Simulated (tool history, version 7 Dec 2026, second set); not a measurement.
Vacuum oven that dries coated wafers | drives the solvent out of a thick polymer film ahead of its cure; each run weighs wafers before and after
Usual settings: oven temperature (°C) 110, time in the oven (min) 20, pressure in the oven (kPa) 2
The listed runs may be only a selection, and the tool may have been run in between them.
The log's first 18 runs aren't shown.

run 19 day=30.612 | oven_temperature_(°C)=110 time_in_the_oven_(min)=33 pressure_in_the_oven_(kPa)=2 | solvent_left_in_the_film_(%)=2.74
run 20 day=31.921 | oven_temperature_(°C)=110 time_in_the_oven_(min)=33 pressure_in_the_oven_(kPa)=2 | solvent_left_in_the_film_(%)=2.76
run 21 day=34.362 | oven_temperature_(°C)=110 time_in_the_oven_(min)=17 pressure_in_the_oven_(kPa)=2 | solvent_left_in_the_film_(%)=6.36
run 22 day=36.25 | oven_temperature_(°C)=110 time_in_the_oven_(min)=17 pressure_in_the_oven_(kPa)=2 | solvent_left_in_the_film_(%)=6.38
run 23 day=38.617 | oven_temperature_(°C)=110 time_in_the_oven_(min)=17 pressure_in_the_oven_(kPa)=2 | solvent_left_in_the_film_(%)=6.41
run 24 day=40.642 | oven_temperature_(°C)=110 time_in_the_oven_(min)=17 pressure_in_the_oven_(kPa)=2 | solvent_left_in_the_film_(%)=6.38
run 25 day=42.862 | oven_temperature_(°C)=110 time_in_the_oven_(min)=17 pressure_in_the_oven_(kPa)=2 | solvent_left_in_the_film_(%)=6.38
run 26 day=45.292 | oven_temperature_(°C)=97 time_in_the_oven_(min)=22 pressure_in_the_oven_(kPa)=2.1 | solvent_left_in_the_film_(%)=8.35
run 27 day=47.592 | oven_temperature_(°C)=111 time_in_the_oven_(min)=22 pressure_in_the_oven_(kPa)=2.1 | solvent_left_in_the_film_(%)=4.62
run 28 day=49.842 | oven_temperature_(°C)=103 time_in_the_oven_(min)=17 pressure_in_the_oven_(kPa)=1.71 | solvent_left_in_the_film_(%)=8.16
run 29 day=51.675 | oven_temperature_(°C)=103 time_in_the_oven_(min)=16 pressure_in_the_oven_(kPa)=4.34 | solvent_left_in_the_film_(%)=9.14
run 30 day=53.592 | oven_temperature_(°C)=110 time_in_the_oven_(min)=12 pressure_in_the_oven_(kPa)=1.17 | solvent_left_in_the_film_(%)=8.37
-- day=54.05 oven's thermocouples calibrated
run 31 day=55.267 | oven_temperature_(°C)=103 time_in_the_oven_(min)=23 pressure_in_the_oven_(kPa)=1.17 | solvent_left_in_the_film_(%)=6.11
run 32 day=56.658 | oven_temperature_(°C)=103 time_in_the_oven_(min)=23 pressure_in_the_oven_(kPa)=1.17 | solvent_left_in_the_film_(%)=6.07
run 33 day=57.725 | oven_temperature_(°C)=120 time_in_the_oven_(min)=23 pressure_in_the_oven_(kPa)=2.26 | solvent_left_in_the_film_(%)=2.48
run 34 day=59.538 | oven_temperature_(°C)=120 time_in_the_oven_(min)=23 pressure_in_the_oven_(kPa)=2.26 | solvent_left_in_the_film_(%)=2.49
run 35 day=60.762 | oven_temperature_(°C)=114 time_in_the_oven_(min)=36 pressure_in_the_oven_(kPa)=3.37 | solvent_left_in_the_film_(%)=2.05
run 36 day=62.083 | oven_temperature_(°C)=109 time_in_the_oven_(min)=11 pressure_in_the_oven_(kPa)=7.55 | solvent_left_in_the_film_(%)=10.08
run 37 day=63.754 | oven_temperature_(°C)=110 time_in_the_oven_(min)=24 pressure_in_the_oven_(kPa)=2.96 | solvent_left_in_the_film_(%)=4.54
run 38 day=65.271 | oven_temperature_(°C)=110 time_in_the_oven_(min)=24 pressure_in_the_oven_(kPa)=2.96 | solvent_left_in_the_film_(%)=4.54
run 39 day=67.575 | oven_temperature_(°C)=110 time_in_the_oven_(min)=20 pressure_in_the_oven_(kPa)=1.1 | solvent_left_in_the_film_(%)=5.19
run 40 day=69.412 | oven_temperature_(°C)=108 time_in_the_oven_(min)=12 pressure_in_the_oven_(kPa)=1.16 | solvent_left_in_the_film_(%)=8.74
run 41 day=71.229 | oven_temperature_(°C)=110 time_in_the_oven_(min)=28 pressure_in_the_oven_(kPa)=2.79 | solvent_left_in_the_film_(%)=3.7

What if the next run were any one of these 5? Each begins from the tool's condition after run 41:
-- day=73.208 vacuum gauge cleaned of residue and calibrated
run A day=73.733 | oven_temperature_(°C)=110 time_in_the_oven_(min)=12 pressure_in_the_oven_(kPa)=4.34 | solvent_left_in_the_film_(%)=?
-- day=73.208 vacuum gauge cleaned of residue and calibrated
run B day=73.733 | oven_temperature_(°C)=105 time_in_the_oven_(min)=28 pressure_in_the_oven_(kPa)=2.79 | solvent_left_in_the_film_(%)=?
-- day=73.208 vacuum gauge cleaned of residue and calibrated
run C day=73.733 | oven_temperature_(°C)=110 time_in_the_oven_(min)=28 pressure_in_the_oven_(kPa)=1.34 | solvent_left_in_the_film_(%)=?
-- day=73.208 vacuum gauge cleaned of residue and calibrated
run D day=73.733 | oven_temperature_(°C)=102 time_in_the_oven_(min)=28 pressure_in_the_oven_(kPa)=2 | solvent_left_in_the_film_(%)=?
-- day=73.208 vacuum gauge cleaned of residue and calibrated
run E day=73.733 | oven_temperature_(°C)=99 time_in_the_oven_(min)=29 pressure_in_the_oven_(kPa)=2.59 | solvent_left_in_the_film_(%)=?

run=A solvent_left_in_the_film_(%)=8.78
run=B solvent_left_in_the_film_(%)=4.86
run=C solvent_left_in_the_film_(%)=3.32
run=D solvent_left_in_the_film_(%)=5.42
run=E solvent_left_in_the_film_(%)=6.19
The same runs, with their run-to-run variation unchanged, on a tool lacking any hidden condition would have given:
run=A solvent_left_in_the_film_(%)=8.76
run=B solvent_left_in_the_film_(%)=4.83
run=C solvent_left_in_the_film_(%)=3.3
run=D solvent_left_in_the_film_(%)=5.4
run=E solvent_left_in_the_film_(%)=6.16
